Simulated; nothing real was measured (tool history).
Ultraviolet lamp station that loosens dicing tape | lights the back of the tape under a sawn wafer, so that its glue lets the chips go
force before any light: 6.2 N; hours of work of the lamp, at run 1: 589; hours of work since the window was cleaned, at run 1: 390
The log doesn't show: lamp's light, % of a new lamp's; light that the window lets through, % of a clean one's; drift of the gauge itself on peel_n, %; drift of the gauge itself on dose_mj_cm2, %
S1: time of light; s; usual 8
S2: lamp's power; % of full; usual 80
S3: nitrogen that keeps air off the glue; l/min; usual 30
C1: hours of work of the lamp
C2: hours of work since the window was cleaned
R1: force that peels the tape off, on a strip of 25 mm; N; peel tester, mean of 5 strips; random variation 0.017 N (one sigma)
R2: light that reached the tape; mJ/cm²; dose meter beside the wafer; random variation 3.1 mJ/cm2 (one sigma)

Run 1, hour 0: usual settings; C1 589; C2 390. Result: R1 1.476 N, R2 316 mJ/cm².
At hour 37.5: window cleaned of glue's vapour.
Run 2, hour 54.3: usual settings; C1 622; C2 10. Result: R1 1.684 N, R2 283 mJ/cm².
Run 3, hour 99: usual settings; C1 650; C2 38. Result: R1 1.754 N, R2 270 mJ/cm².
Run 4, hour 141.5: usual settings; C1 676; C2 64. Result: R1 1.787 N, R2 267 mJ/cm².
At hour 173.8: window cleaned of glue's vapour, once more.
Run 5, hour 208.5: usual settings; C1 717; C2 21. Result: R1 1.208 N, R2 358 mJ/cm².
Run 6, hour 279.4: usual settings; C1 761; C2 65. Result: R1 1.276 N, R2 342 mJ/cm².
Run 7, hour 346: usual settings but S2 100 % of full; C1 802; C2 106. Result: R1 0.946 N, R2 412 mJ/cm².
Run 8, hour 394.8: usual settings; C1 832; C2 137. Result: R1 1.387 N, R2 323 mJ/cm².
Run 9, hour 437.4: usual settings but S1 6 s; C1 858; C2 163. Result: R1 2.07 N, R2 240 mJ/cm².
Run 10, hour 479.9: usual settings but S1 6 s; C1 885; C2 189. Result: R1 2.158 N, R2 235 mJ/cm².
Run 11, hour 525.2: usual settings but S1 14 s; C1 913; C2 217. Result: R1 0.631 N, R2 529 mJ/cm².
Run 12, hour 577: usual settings but S3 15 l/min; C1 945; C2 249. Result: R1 2.075 N, R2 296 mJ/cm².
Run 13, hour 641.4: usual settings but S3 15 l/min; C1 984; C2 289. Result: R1 2.214 N, R2 277 mJ/cm².
Run 14, hour 708.2: usual settings but S2 79 % of full; C1 1026; C2 330. Result: R1 1.777 N, R2 268 mJ/cm².
Run 15, hour 762: usual settings but S3 16 l/min; C1 1059; C2 363. Result: R1 2.246 N, R2 262 mJ/cm².
At hour 780.2: lamp changed.
Run 16, hour 818.6: usual settings; C1 24; C2 398. Result: R1 1.061 N, R2 377 mJ/cm².
At hour 846.5: window cleaned of glue's vapour.
Run 17, hour 880.7: usual settings; C1 62; C2 21. Result: R1 0.832 N, R2 442 mJ/cm².
Run 18, hour 915.5: usual settings; C1 83; C2 43. Result: R1 0.859 N, R2 438 mJ/cm².
Run 19, hour 965.7: usual settings; C1 114; C2 74. Result: R1 0.919 N, R2 428 mJ/cm².
Run 20, hour 1037.9: usual settings; C1 159; C2 118. Result: R1 0.935 N, R2 417 mJ/cm².
Run 21, hour 1096: usual settings; C1 195; C2 154. Result: R1 0.99 N, R2 408 mJ/cm².
Run 22, hour 1164: usual settings; C1 237; C2 196. Result: R1 1.012 N, R2 391 mJ/cm².
Run 23, hour 1195.8: usual settings; C1 256; C2 216. Result: R1 1.102 N, R2 383 mJ/cm².
Run 24, hour 1235.2: usual settings but S2 65 % of full; C1 281; C2 240. Result: R1 1.558 N, R2 312 mJ/cm².
Run 25, hour 1296: usual settings but S1 14 s, S2 84 % of full, S3 13 l/min; C1 318; C2 278. Result: R1 0.647 N, R2 671 mJ/cm².
Run 26, hour 1336.9: usual settings but S2 87 % of full, S3 11 l/min; C1 344; C2 303. Result: R1 1.716 N, R2 387 mJ/cm².
Run 27, hour 1370.4: usual settings but S3 37 l/min; C1 364; C2 324. Result: R1 1.127 N, R2 357 mJ/cm².
Run 28, hour 1410.8: usual settings but S1 12 s, S3 16 l/min; C1 389; C2 349. Result: R1 0.909 N, R2 522 mJ/cm².
Run 29, hour 1455.5: usual settings but S1 12 s, S2 72 % of full, S3 14 l/min; C1 417; C2 376. Result: R1 1.233 N, R2 456 mJ/cm².
Run 30, hour 1510.8: usual settings but S1 4 s, S2 82 % of full, S3 24 l/min; C1 451; C2 410. Result: R1 3.011 N, R2 168 mJ/cm².
At hour 1516.5: window cleaned of glue's vapour.
Run 31, hour 1547.5: usual settings but S1 9 s, S2 89 % of full, S3 26 l/min; C1 473; C2 19. Result: R1 0.734 N, R2 491 mJ/cm².
Run 32, hour 1599.1: usual settings but S1 10 s, S2 75 % of full; C1 505; C2 51. Result: R1 0.822 N, R2 448 mJ/cm².
Run 33, hour 1658.2: usual settings but S3 25 l/min; C1 542; C2 88. Result: R1 1.227 N, R2 377 mJ/cm².
Run 34, hour 1701.4: usual settings but S2 93 % of full, S3 28 l/min; C1 568; C2 114. Result: R1 0.952 N, R2 424 mJ/cm².
Run 35, hour 1767.8: usual settings but S2 93 % of full, S3 28 l/min; C1 609; C2 155. Result: R1 1.012 N, R2 407 mJ/cm².
Run 36, hour 1810.4: usual settings but S1 4 s, S3 14 l/min; C1 636; C2 182. Result: R1 3.293 N, R2 172 mJ/cm².
Run 37, hour 1846.3: usual settings but S1 4 s, S2 88 % of full; C1 658; C2 204. Result: R1 2.63 N, R2 183 mJ/cm².
Run 38, hour 1897.7: usual settings but S1 4 s; C1 690; C2 236. Result: R1 2.908 N, R2 165 mJ/cm².
Run 39, hour 1950.9: usual settings but S1 4 s; C1 723; C2 268. Result: R1 2.967 N, R2 160 mJ/cm².
Run 40, hour 1981.4: usual settings but S1 4 s, S3 22 l/min; C1 741; C2 287. Result: R1 3.216 N, R2 157 mJ/cm².
Run 41, hour 2011.4: usual settings but S2 65 % of full, S3 44 l/min; C1 760; C2 306. Result: R1 1.691 N, R2 256 mJ/cm².
Run 42, hour 2080.1: usual settings but S1 7 s, S2 91 % of full; C1 802; C2 348. Result: R1 1.548 N, R2 299 mJ/cm².
Run 43, hour 2147.5: usual settings but S1 4 s, S2 91 % of full, S3 19 l/min; C1 844; C2 390. Result: R1 3.145 N, R2 167 mJ/cm².

Hidden state at the last listed run before each entry between runs and at the first one after, where it differs:
Between runs 1 and 2: window cleaned of glue's vapour (hour 37.5)
  lamp's light, % of a new lamp's: 81.7 -> 80.7; light that the window lets through, % of a clean one's: 83.8 -> 75.4
  measured less the result without the state, R1: +0.67 -> +0.9 N; R2: -144 -> -182 mJ/cm²
Between runs 4 and 5: window cleaned of glue's vapour, once more (hour 173.8)
  lamp's light, % of a new lamp's: 79.2 -> 78.1; light that the window lets through, % of a clean one's: 73.1 -> 98.8
  measured less the result without the state, R1: +1.006 -> +0.425 N; R2: -193 -> -106 mJ/cm²
Between runs 15 and 16: lamp changed (hour 780.2)
  lamp's light, % of a new lamp's: 67.9 -> 98.9; light that the window lets through, % of a clean one's: 84.2 -> 82.8
  measured less the result without the state, R1: +1.148 -> +0.307 N; R2: -196 -> -83 mJ/cm²
Between runs 16 and 17: window cleaned of glue's vapour (hour 846.5)
  lamp's light, % of a new lamp's: 98.9 -> 97.7; light that the window lets through, % of a clean one's: 82.8 -> 99
  measured less the result without the state, R1: +0.307 -> +0.048 N; R2: -83 -> -15 mJ/cm²
Between runs 30 and 31: window cleaned of glue's vapour (hour 1516.5)
  lamp's light, % of a new lamp's: 86.5 -> 85.9; light that the window lets through, % of a clean one's: 82.3 -> 99
  measured less the result without the state, R1: +0.769 -> +0.197 N; R2: -69 -> -87 mJ/cm²

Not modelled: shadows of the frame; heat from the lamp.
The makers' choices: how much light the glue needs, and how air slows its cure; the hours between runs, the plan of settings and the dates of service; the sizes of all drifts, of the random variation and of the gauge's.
